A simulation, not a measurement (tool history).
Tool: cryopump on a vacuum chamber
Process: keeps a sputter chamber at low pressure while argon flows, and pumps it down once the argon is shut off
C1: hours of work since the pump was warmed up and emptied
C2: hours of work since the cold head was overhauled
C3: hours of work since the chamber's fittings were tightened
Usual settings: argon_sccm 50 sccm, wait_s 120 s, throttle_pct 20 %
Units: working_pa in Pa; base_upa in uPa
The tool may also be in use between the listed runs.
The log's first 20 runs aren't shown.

Run 21, hour 1079: usual settings but argon_sccm 35 sccm, throttle_pct 43 %; C1 225; C2 1087; C3 131. Result: working_pa 0.0791 Pa, base_upa 0.67 uPa.
Run 22, hour 1148.2: usual settings but argon_sccm 49 sccm, throttle_pct 31 %; C1 280; C2 1142; C3 186. Result: working_pa 0.1518 Pa, base_upa 0.73 uPa.
Run 23, hour 1192.5: usual settings but argon_sccm 49 sccm, throttle_pct 31 %; C1 316; C2 1178; C3 221. Result: working_pa 0.152 Pa, base_upa 0.76 uPa.
Run 24, hour 1254: usual settings but argon_sccm 61 sccm, wait_s 78 s, throttle_pct 41 %; C1 365; C2 1227; C3 271. Result: working_pa 0.1488 Pa, base_upa 0.98 uPa.
Run 25, hour 1321: usual settings but argon_sccm 61 sccm, wait_s 83 s, throttle_pct 41 %; C1 418; C2 1281; C3 324. Result: working_pa 0.1505 Pa, base_upa 1 uPa.
At hour 1337.8: pump warmed up, emptied and cooled again.
Run 26, hour 1393.3: usual settings but argon_sccm 25 sccm, wait_s 32 s, throttle_pct 41 %; C1 44; C2 1334; C3 378. Result: working_pa 0.0583 Pa, base_upa 1.88 uPa.
Run 27, hour 1430.6: usual settings but argon_sccm 25 sccm, wait_s 42 s, throttle_pct 45 %; C1 74; C2 1364; C3 408. Result: working_pa 0.0508 Pa, base_upa 1.57 uPa.
Run 28, hour 1473.5: usual settings but argon_sccm 27 sccm, wait_s 71 s; C1 109; C2 1398; C3 442. Result: working_pa 0.1245 Pa, base_upa 1.13 uPa.
Run 29, hour 1543.4: usual settings but argon_sccm 27 sccm, wait_s 71 s; C1 164; C2 1454; C3 498. Result: working_pa 0.1262 Pa, base_upa 1.21 uPa.
Run 30, hour 1601.1: usual settings but argon_sccm 27 sccm, wait_s 71 s; C1 211; C2 1501; C3 544. Result: working_pa 0.1278 Pa, base_upa 1.21 uPa.
Run 31, hour 1665.2: usual settings but argon_sccm 27 sccm, wait_s 71 s; C1 262; C2 1552; C3 596. Result: working_pa 0.1274 Pa, base_upa 1.28 uPa.
Run 32, hour 1709.8: usual settings but argon_sccm 27 sccm, wait_s 29 s, throttle_pct 37 %; C1 298; C2 1588; C3 631. Result: working_pa 0.0705 Pa, base_upa 2.28 uPa.
Run 33, hour 1751.6: usual settings but argon_sccm 27 sccm, wait_s 29 s, throttle_pct 37 %; C1 331; C2 1621; C3 665. Result: working_pa 0.0717 Pa, base_upa 2.28 uPa.
Run 34, hour 1801.1: usual settings but argon_sccm 27 sccm, wait_s 29 s, throttle_pct 37 %; C1 371; C2 1661; C3 704. Result: working_pa 0.0725 Pa, base_upa 2.37 uPa.

Forecast each of these 3 alternatives for the next run:
Run A, hour 1866.7: usual settings but argon_sccm 26 sccm, wait_s 29 s, throttle_pct 37 %; C1 423; C2 1713; C3 757. Result: working_pa ?, base_upa ?.
Run B, hour 1866.7: usual settings but argon_sccm 69 sccm, wait_s 295 s, throttle_pct 35 %; C1 423; C2 1713; C3 757. Result: working_pa ?, base_upa ?.
Run C, hour 1866.7: usual settings but argon_sccm 42 sccm, wait_s 56 s, throttle_pct 37 %; C1 423; C2 1713; C3 757. Result: working_pa ?, base_upa ?.

run  working_pa  base_upa
  A      0.0713      2.49
  B      0.1981      0.93
  C      0.1162      1.69
Without the tool's hidden state the same runs would have given:
run  working_pa  base_upa
  A      0.0641      1.85
  B      0.1788       0.3
  C      0.1044      1.06
